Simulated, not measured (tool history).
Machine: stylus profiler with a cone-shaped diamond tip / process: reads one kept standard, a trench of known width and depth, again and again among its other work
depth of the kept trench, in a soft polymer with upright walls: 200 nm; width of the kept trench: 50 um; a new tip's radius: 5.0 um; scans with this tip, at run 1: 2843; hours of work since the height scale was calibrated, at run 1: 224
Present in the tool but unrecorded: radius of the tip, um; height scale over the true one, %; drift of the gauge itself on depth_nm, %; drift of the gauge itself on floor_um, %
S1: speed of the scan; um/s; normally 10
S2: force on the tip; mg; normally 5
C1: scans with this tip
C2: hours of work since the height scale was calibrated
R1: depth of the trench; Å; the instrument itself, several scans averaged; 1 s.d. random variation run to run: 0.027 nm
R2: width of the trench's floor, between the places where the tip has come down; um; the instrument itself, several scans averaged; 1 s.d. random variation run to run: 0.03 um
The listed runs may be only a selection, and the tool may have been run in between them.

run    hour  S1     S2     C1   C2      R1     R2
  1       0  10      5   2843  224  2049.4  46.71
  2      83  10  10.76   3359  265  2081.4  46.58
  3   177.5  10  10.76   3946  311    2082  46.47
  4   275.9  10      5   4558  359  2048.6  46.42
  5   363.4  10      5   5102  402  2048.5  46.33
      371.7  -- height scale calibrated on a step standard
  6   415.9  10      5   5425   22    2047  46.28
  7     486  10      5   5861   56  2046.5  46.28
  8   573.5  30      5   6405   99  2046.7  46.03
        657  -- height scale calibrated on a step standard, once more
  9   666.5  30      5   6980    5  2049.3  46.02
 10   741.7  25   4.44   7447   41  2045.2  45.94
 11   835.4  10   2.96   8030   87  2034.2  45.88
 12     919  39      5   8549  128  2049.3  45.78
 13   975.6  16   7.34   8901  156  2063.3  45.78
 14  1021.7   6   7.34   9188  179  2062.9  45.79
 15  1121.6   4   2.02   9809  228  2025.8  45.72
 16  1180.5   2   7.46  10175  257  2063.6  45.68

Predict each of these 3 candidate next runs independently; none follows another, all start after run 16:
  A  1278.2   2  9.77  10782  304   ?   ?
  B  1278.2   6  7.46  10782  304   ?   ?
  C  1278.2   3  6.98  10782  304   ?   ?

run      R1     R2
  A  2075.9  45.59
  B  2063.4  45.61
  C  2060.5  45.59
Without the tool's unlogged condition, the same runs would have read:
run      R1     R2
  A  2077.4  47.18
  B  2064.8   47.2
  C  2061.9  47.18
